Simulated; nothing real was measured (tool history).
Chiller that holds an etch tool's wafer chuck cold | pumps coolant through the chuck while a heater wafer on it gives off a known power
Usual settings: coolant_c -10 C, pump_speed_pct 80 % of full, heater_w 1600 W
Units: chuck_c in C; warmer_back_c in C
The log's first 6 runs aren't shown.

run,day,coolant_c,pump_speed_pct,heater_w,chuck_c,warmer_back_c
7,8.704,-16,80,1600,4.4,3.54
8,9.979,-16,80,1600,4.4,3.56
9,11.75,-16,80,1600,4.5,3.51
10,13.354,-10,80,1600,10.3,3.49
11,14.312,-10,80,1600,10.3,3.48
12,15.117,-17,80,1600,3.5,3.51
13,16.508,-9,80,1600,11.5,3.52
14,17.933,-9,80,1600,11.5,3.57
15,19.462,-1,80,1600,19.6,3.54
16,20.646,-10,80,2080,16.9,4.59
17,21.888,-10,81,1600,10.2,3.5
18,23.508,-10,81,1600,10.4,3.47
19,25.242,-12,88,1523,6,3.09
20,26.212,-20,80,1335,-2.7,3
21,27.104,-8,75,1093,7.1,2.64
22,28.883,0,70,1093,16.2,2.77
23,30.35,0,70,1093,16.2,2.75
24,31.162,0,98,1336,14.4,2.4
25,32.833,0,98,1336,14.4,2.42
26,34.079,0,98,1336,14.5,2.38
27,35.692,-10,80,1395,8.1,3.09
28,36.492,-18,87,1600,1.3,3.26
29,37.483,-2,94,1299,12.6,2.42
30,38.75,-2,94,1299,12.7,2.4
31,39.654,-14,95,1176,-0.9,2.16

Forecast each of these 5 alternatives for the next run:
A,41.388,-2,73,1600,?,?
B,41.388,-14,95,1637,?,?
C,41.388,-10,88,803,?,?
D,41.388,-10,89,1600,?,?
E,41.388,-6,95,1176,?,?

run,chuck_c,warmer_back_c
A,20.8,3.9
B,4.2,3.05
C,-0.4,1.6
D,8.9,3.11
E,7.1,2.19
Without the tool's hidden state the same runs would have given:
run,chuck_c,warmer_back_c
A,17.9,3.82
B,1.9,2.99
C,-1.7,1.56
D,6.5,3.05
E,5.4,2.14

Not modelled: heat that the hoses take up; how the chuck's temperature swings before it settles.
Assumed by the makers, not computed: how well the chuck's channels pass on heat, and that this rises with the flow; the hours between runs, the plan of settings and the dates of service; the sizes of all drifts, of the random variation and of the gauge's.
